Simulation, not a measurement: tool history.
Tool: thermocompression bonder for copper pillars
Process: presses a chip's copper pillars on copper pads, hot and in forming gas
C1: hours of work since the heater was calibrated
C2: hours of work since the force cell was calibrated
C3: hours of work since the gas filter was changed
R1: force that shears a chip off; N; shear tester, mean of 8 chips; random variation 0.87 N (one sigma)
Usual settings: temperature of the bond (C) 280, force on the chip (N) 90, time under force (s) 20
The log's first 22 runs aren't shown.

-- hour=622.4 forming gas filter changed
run 23 hour=639.5 | temperature_of_the_bond_(C)=251 force_on_the_chip_(N)=90 time_under_force_(s)=37 | C1=350 C2=953 C3=13 | R1=64.8
run 24 hour=680.6 | temperature_of_the_bond_(C)=251 force_on_the_chip_(N)=90 time_under_force_(s)=37 | C1=382 C2=985 C3=45 | R1=63.4
run 25 hour=700.8 | temperature_of_the_bond_(C)=280 force_on_the_chip_(N)=78 time_under_force_(s)=13 | C1=397 C2=1001 C3=60 | R1=54.4
run 26 hour=726.6 | temperature_of_the_bond_(C)=305 force_on_the_chip_(N)=90 time_under_force_(s)=20 | C1=417 C2=1020 C3=80 | R1=86.8
run 27 hour=754.1 | temperature_of_the_bond_(C)=305 force_on_the_chip_(N)=90 time_under_force_(s)=20 | C1=438 C2=1042 C3=101 | R1=89.2
run 28 hour=790.4 | temperature_of_the_bond_(C)=284 force_on_the_chip_(N)=84 time_under_force_(s)=21 | C1=466 C2=1070 C3=129 | R1=71.2
run 29 hour=813.9 | temperature_of_the_bond_(C)=284 force_on_the_chip_(N)=84 time_under_force_(s)=21 | C1=484 C2=1088 C3=147 | R1=70.9
run 30 hour=855.2 | temperature_of_the_bond_(C)=301 force_on_the_chip_(N)=90 time_under_force_(s)=33 | C1=516 C2=1119 C3=179 | R1=95.4
-- hour=894.3 forming gas filter changed
run 31 hour=897.4 | temperature_of_the_bond_(C)=301 force_on_the_chip_(N)=76 time_under_force_(s)=33 | C1=548 C2=1152 C3=2 | R1=86.8
run 32 hour=936.1 | temperature_of_the_bond_(C)=308 force_on_the_chip_(N)=76 time_under_force_(s)=10 | C1=578 C2=1181 C3=32 | R1=63.6
run 33 hour=957.8 | temperature_of_the_bond_(C)=308 force_on_the_chip_(N)=76 time_under_force_(s)=10 | C1=595 C2=1198 C3=49 | R1=64.2
-- hour=971.9 heater calibrated with a thermocouple chip
-- hour=978.0 force cell calibrated
run 34 hour=991.2 | temperature_of_the_bond_(C)=308 force_on_the_chip_(N)=76 time_under_force_(s)=10 | C1=14 C2=10 C3=72 | R1=64.1
run 35 hour=1026.4 | temperature_of_the_bond_(C)=253 force_on_the_chip_(N)=55 time_under_force_(s)=18 | C1=41 C2=37 C3=99 | R1=33.0
run 36 hour=1058.7 | temperature_of_the_bond_(C)=253 force_on_the_chip_(N)=55 time_under_force_(s)=18 | C1=66 C2=62 C3=124 | R1=32.9
run 37 hour=1079.5 | temperature_of_the_bond_(C)=253 force_on_the_chip_(N)=93 time_under_force_(s)=27 | C1=82 C2=78 C3=140 | R1=61.5
run 38 hour=1101.0 | temperature_of_the_bond_(C)=253 force_on_the_chip_(N)=93 time_under_force_(s)=27 | C1=98 C2=95 C3=156 | R1=60.9
run 39 hour=1138.4 | temperature_of_the_bond_(C)=252 force_on_the_chip_(N)=86 time_under_force_(s)=18 | C1=127 C2=123 C3=185 | R1=48.8
run 40 hour=1158.5 | temperature_of_the_bond_(C)=302 force_on_the_chip_(N)=110 time_under_force_(s)=20 | C1=142 C2=139 C3=201 | R1=96.7

3 ways to go on from here, each from the tool as it stands after run 40. What would each give?
-- hour=1168.3 forming gas filter changed
run A hour=1200.8 | temperature_of_the_bond_(C)=259 force_on_the_chip_(N)=79 time_under_force_(s)=28 | C1=175 C2=171 C3=25 | R1=?
-- hour=1168.3 forming gas filter changed
run B hour=1200.8 | temperature_of_the_bond_(C)=253 force_on_the_chip_(N)=110 time_under_force_(s)=20 | C1=175 C2=171 C3=25 | R1=?
-- hour=1168.3 forming gas filter changed
run C hour=1200.8 | temperature_of_the_bond_(C)=302 force_on_the_chip_(N)=84 time_under_force_(s)=22 | C1=175 C2=171 C3=25 | R1=?

run=A R1=57.9
run=B R1=63.4
run=C R1=85.1
Without the tool's hidden state the same runs would have given:
run=A R1=58.1
run=B R1=63.6
run=C R1=85.3

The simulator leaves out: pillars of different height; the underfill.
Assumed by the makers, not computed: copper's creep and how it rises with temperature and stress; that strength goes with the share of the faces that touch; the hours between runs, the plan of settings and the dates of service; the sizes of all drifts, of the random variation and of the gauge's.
